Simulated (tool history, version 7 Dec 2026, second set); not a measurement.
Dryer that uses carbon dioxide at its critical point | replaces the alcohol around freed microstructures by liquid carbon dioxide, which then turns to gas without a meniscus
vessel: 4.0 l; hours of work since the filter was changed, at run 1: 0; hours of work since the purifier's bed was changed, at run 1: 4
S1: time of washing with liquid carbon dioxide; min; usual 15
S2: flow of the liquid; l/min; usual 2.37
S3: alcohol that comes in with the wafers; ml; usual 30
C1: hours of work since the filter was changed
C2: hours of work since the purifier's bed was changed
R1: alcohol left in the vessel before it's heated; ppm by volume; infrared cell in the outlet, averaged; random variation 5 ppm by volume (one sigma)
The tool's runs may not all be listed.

run	day	S1	S2	S3	C1	C2	R1
1	0	15	2.37	30	0	4	11
2	0.804	15	2.41	30	15	18	17
3	1.362	17	2.37	30	25	28	9
4	1.817	17	2.37	30	33	37	14
5	2.271	17	2.37	30	41	45	18
6	3.05	17	2.37	30	55	59	25
7	3.738	17	2.37	30	68	71	18
8	4.612	17	2.37	30	84	87	23
9	5.258	17	2.37	30	95	99	31
10	6.029	17	2.37	30	109	113	26
11	6.717	15	2.3	30	122	125	37
12	7.283	15	2.51	30	132	136	45
13	7.829	15	2.37	30	142	146	40
14	8.279	15	1.64	30	150	154	150
15	8.742	15	2.73	30	159	162	41
16	9.617	15	2.73	30	174	178	39
17	10.275	15	2.04	40	186	190	108
# day 10.475: inlet filter changed
18	11.158	14	2.04	22	12	205	53
19	11.883	14	2.66	20	26	218	44
20	12.3	15	2.37	45	33	226	52
21	13.192	17	2.45	55	49	242	54
22	13.942	11	3.99	42	63	256	52
23	14.721	10	2.26	65	77	270	339
24	15.138	15	1.8	28	85	277	105
25	15.742	12	3.11	30	95	288	64
26	16.55	12	3.11	30	110	303	57
27	16.942	15	2.02	26	117	310	86
28	17.492	15	2.91	28	127	320	65
29	18.138	17	2.91	47	139	332	59
30	19.071	21	2.07	30	156	349	63
31	19.738	22	3.23	30	168	361	69

Measured less the same run without the tool's hidden state. The same run-to-run variation is in both; the gauge's scatter may not be:
The hidden state here: flow that reaches the vessel past the clogged filter, %; alcohol in the recycled carbon dioxide, ppm; drift of the gauge itself on alcohol_ppm, %.
run	R1
1	+1
2	+4
3	+5
4	+7
5	+8
6	+11
7	+14
8	+16
9	+18
10	+22
11	+29
12	+27
13	+34
14	+80
15	+31
16	+33
17	+70
18	+33
19	+35
20	+37
21	+38
22	+39
23	+111
24	+61
25	+49
26	+53
27	+62
28	+53
29	+54
30	+59
31	+55
